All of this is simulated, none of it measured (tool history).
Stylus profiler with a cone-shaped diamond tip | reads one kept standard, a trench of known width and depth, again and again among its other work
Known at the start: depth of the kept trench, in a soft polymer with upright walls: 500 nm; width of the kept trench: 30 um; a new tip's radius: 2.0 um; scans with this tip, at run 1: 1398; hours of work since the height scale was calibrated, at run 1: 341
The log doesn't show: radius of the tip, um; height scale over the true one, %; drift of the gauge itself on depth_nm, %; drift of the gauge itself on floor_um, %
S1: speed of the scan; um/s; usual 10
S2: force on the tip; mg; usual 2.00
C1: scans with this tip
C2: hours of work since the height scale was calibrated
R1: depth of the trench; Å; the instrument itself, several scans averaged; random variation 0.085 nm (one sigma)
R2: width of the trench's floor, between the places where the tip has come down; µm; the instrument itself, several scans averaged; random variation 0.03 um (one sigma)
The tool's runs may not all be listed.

run 1 day=0.000 | S1=10 S2=2.00 | C1=1398 C2=341 | R1=5047.2 R2=27.29
run 2 day=3.596 | S1=10 S2=2.00 | C1=1617 C2=394 | R1=5046.3 R2=27.20
run 3 day=6.833 | S1=10 S2=2.00 | C1=1814 C2=442 | R1=5045.1 R2=27.25
run 4 day=8.733 | S1=10 S2=2.00 | C1=1930 C2=471 | R1=5044.5 R2=27.23
run 5 day=12.108 | S1=6 S2=2.00 | C1=2136 C2=521 | R1=5045.3 R2=27.22
run 6 day=16.188 | S1=10 S2=2.00 | C1=2384 C2=582 | R1=5044.4 R2=27.15
run 7 day=18.929 | S1=4 S2=2.00 | C1=2551 C2=622 | R1=5043.3 R2=27.16
run 8 day=22.521 | S1=4 S2=2.00 | C1=2770 C2=676 | R1=5043.3 R2=27.17
run 9 day=26.388 | S1=15 S2=1.63 | C1=3006 C2=733 | R1=5036.6 R2=27.05
run 10 day=30.696 | S1=15 S2=1.63 | C1=3269 C2=797 | R1=5034.8 R2=27.04
run 11 day=33.008 | S1=15 S2=1.63 | C1=3410 C2=832 | R1=5034.3 R2=27.04
run 12 day=35.892 | S1=11 S2=2.56 | C1=3585 C2=874 | R1=5050.4 R2=27.07

Hidden state or all else? Some run-to-run changes of R1, split into what the settings, what came in and random variation would give without the hidden state, and what is left for the hidden state (with any gauge scatter that isn't in both results):
Run 5 -> 6: S1 6 -> 10. R1 -0.9 Å: hidden state -0.8, all else -0.1.
Run 11 -> 12: S1 15 -> 11, S2 1.63 -> 2.56. R1 +16.1 Å: hidden state -0.6, all else +16.7.
